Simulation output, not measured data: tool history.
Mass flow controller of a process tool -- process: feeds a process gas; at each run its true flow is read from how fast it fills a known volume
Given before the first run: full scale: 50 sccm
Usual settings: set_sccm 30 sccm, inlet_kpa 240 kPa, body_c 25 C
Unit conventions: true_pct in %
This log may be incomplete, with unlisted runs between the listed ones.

| run | day | set_sccm | inlet_kpa | body_c | true_pct |
|---|---|---|---|---|---|
| 1 | 0 | 30 | 240 | 25 | 98.47 |
| 2 | 3.354 | 30 | 240 | 25 | 98.52 |
| 3 | 6.525 | 30 | 240 | 25 | 98.25 |
| 4 | 9.338 | 30 | 240 | 25 | 98.36 |
| 5 | 14.442 | 30 | 240 | 25 | 98.25 |
| 6 | 16.796 | 30 | 240 | 25 | 98.35 |
| 7 | 19.704 | 30 | 240 | 25 | 98.38 |
| 8 | 22.171 | 30 | 240 | 25 | 98.36 |
| 9 | 25.117 | 30 | 154 | 25 | 98.59 |
| 10 | 27.429 | 25 | 154 | 25 | 98.29 |
| 11 | 32.204 | 25 | 154 | 25 | 98.15 |
| 12 | 34.754 | 25 | 154 | 25 | 98.38 |
| 13 | 38.692 | 30 | 177 | 25 | 98.5 |
| 14 | 43.508 | 30 | 177 | 25 | 98.54 |
| 15 | 46.212 | 30 | 177 | 25 | 98.36 |
| 16 | 49.129 | 30 | 177 | 25 | 98.36 |
| 17 | 52.567 | 15 | 177 | 25 | 97.45 |
| 18 | 57.125 | 15 | 177 | 25 | 97.43 |
| 19 | 60.55 | 15 | 177 | 25 | 97.39 |
| 20 | 65.662 | 15 | 177 | 23 | 97.14 |
| 21 | 69.233 | 15 | 177 | 23 | 97.18 |

Estimate the outcome of run 22 from the log above:
| 22 | 74.071 | 13 | 240 | 23 | ? |

Run 22 measured true_pct 96.82 %.
With no hidden state in the tool, this same run would have given true_pct 97.82 %.
